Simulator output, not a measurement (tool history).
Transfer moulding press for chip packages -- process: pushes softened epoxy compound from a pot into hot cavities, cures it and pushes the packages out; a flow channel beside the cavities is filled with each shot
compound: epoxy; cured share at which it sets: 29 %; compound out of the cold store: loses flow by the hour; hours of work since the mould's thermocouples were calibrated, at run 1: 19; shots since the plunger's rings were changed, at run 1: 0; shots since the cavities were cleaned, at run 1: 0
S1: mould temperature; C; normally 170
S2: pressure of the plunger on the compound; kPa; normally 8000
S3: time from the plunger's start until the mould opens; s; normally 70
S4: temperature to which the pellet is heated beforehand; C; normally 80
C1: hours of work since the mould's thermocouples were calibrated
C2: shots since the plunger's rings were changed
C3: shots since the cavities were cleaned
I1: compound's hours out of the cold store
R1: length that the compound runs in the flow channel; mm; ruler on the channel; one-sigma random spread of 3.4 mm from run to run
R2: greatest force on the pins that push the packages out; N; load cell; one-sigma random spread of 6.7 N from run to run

run	hour	S1	S2	S3	S4	C1	C2	C3	I1	R1	R2
1	0	170	8000	70	80	19	0	0	32.2	595	273
2	9.8	170	8000	70	80	25	126	126	8.4	643	382
3	15.4	170	8000	70	80	28	198	198	23.8	606	423
4	25.8	170	8000	70	80	34	332	332	21	615	482
5	34.3	170	8000	70	80	38	443	443	10.4	636	498
6	43.2	170	8000	70	80	43	557	557	25.7	599	525
7	50.7	170	8000	57	80	47	654	654	19.6	610	782
8	56.2	170	8000	84	80	50	725	725	26.9	597	468
9	60.9	170	8000	84	80	53	787	787	28.2	586	485
# hour 65.7: cavities cleaned with cleaning compound and waxed
10	72.9	170	8000	70	89	58	922	93	44.6	558	595
11	83.2	170	8000	70	80	64	1054	225	15.5	615	584
# hour 91.7: cavities cleaned with cleaning compound and waxed, once more
12	91.7	170	8000	70	80	68	1145	0	42.7	555	274
13	97.3	170	8000	70	80	71	1218	73	32.2	578	327
14	101.7	170	8000	70	80	73	1274	129	37.9	571	371
15	109.9	170	8000	70	89	78	1380	235	42.5	559	429
16	120.1	170	8630	70	80	83	1512	367	46	574	470
17	126.2	170	8630	54	80	86	1590	445	20.2	617	869
18	134.5	170	8630	54	80	91	1698	553	39.3	584	857
19	141.2	170	8630	54	80	95	1784	639	21.2	620	912
20	146	170	8630	54	80	97	1847	702	27.8	607	879
21	153.9	176	9140	70	80	102	1948	803	35.4	595	476
# hour 157.7: cavities cleaned with cleaning compound and waxed
22	163.8	171	7620	74	76	106	2057	79	10	600	320
23	169.1	171	7620	74	76	109	2126	148	46.7	528	355
24	177.8	171	7620	74	76	114	2237	259	36.1	549	406
25	188.3	164	9300	86	80	119	2373	395	20.2	645	478
26	194.3	164	9300	57	71	123	2450	472	23.8	630	1199
27	198.7	170	8000	62	84	125	2507	529	11.9	600	632
28	203.5	176	6040	62	84	128	2570	592	40.3	470	498
# hour 208.1: plunger's sealing rings changed
29	210.4	177	8000	70	90	130	30	648	15.8	617	448

A few steps of R1 between consecutive runs. Split each: what settings, incoming material and random variation would produce without the hidden state, and what is left over for the hidden state, along with gauge scatter present in only one of the two compared results (measured, and without hidden state):
The tool's hidden condition here consists of: true mould temperature over the reading, C; pressure that reaches the compound, % of what is set; grip of the stained cavities, % over clean ones'; drift of the gauge itself on flow_mm, %; drift of the gauge itself on push_out_n, %.
Run 24 -> 25: S1 171 -> 164, S2 7620 -> 9300, S3 74 -> 86, S4 76 -> 80. R1 +96 mm: hidden state -6, all else +102.
Run 27 -> 28: S1 170 -> 176, S2 8000 -> 6040. R1 -130 mm: hidden state +6, all else -136.
Run 28 -> 29: S1 176 -> 177, S2 6040 -> 8000, S3 62 -> 70, S4 84 -> 90, plunger's sealing rings changed. R1 +147 mm: hidden state +23, all else +124.

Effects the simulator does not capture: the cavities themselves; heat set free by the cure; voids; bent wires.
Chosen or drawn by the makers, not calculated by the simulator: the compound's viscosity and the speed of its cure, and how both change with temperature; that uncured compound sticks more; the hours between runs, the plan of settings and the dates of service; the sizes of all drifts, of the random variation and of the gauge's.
